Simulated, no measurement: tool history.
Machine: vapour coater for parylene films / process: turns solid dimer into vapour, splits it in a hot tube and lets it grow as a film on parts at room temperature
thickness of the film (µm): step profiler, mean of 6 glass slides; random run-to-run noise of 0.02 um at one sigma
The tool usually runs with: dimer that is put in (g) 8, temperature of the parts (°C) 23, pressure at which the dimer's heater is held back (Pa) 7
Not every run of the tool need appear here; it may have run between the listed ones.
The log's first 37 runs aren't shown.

run,day,dimer that is put in (g),temperature of the parts (°C),pressure at which the dimer's heater is held back (Pa),thickness of the film (µm)
38,89.079,11,18,10.38,3.27
39,91.838,8,24,11.89,1.79
40,94.504,8,34,11.89,1.17
41,97.238,8,34,11.89,1.2
42,100.129,8,34,11.89,1.16
43,102.683,8,34,11.89,1.16
44,104.771,8,34,11.89,1.14
45,107.1,8,34,11.89,1.12
46,109.842,4,23,7,0.98
47,111.408,6,23,7,1.45

Consider 4 possible next runs. They are alternatives, not a sequence: every one starts from the tool as it was left by run 47. What does each give?
A,113.662,6,30,5.97,?
B,113.662,9,34,7,?
C,113.662,3,32,4.38,?
D,113.662,8,18,7,?

run,thickness of the film (µm)
A,1.09
B,1.36
C,0.53
D,2.4
With the hidden condition removed and each run's random variation left untouched, the same runs would have given:
run,thickness of the film (µm)
A,1.19
B,1.48
C,0.57
D,2.62
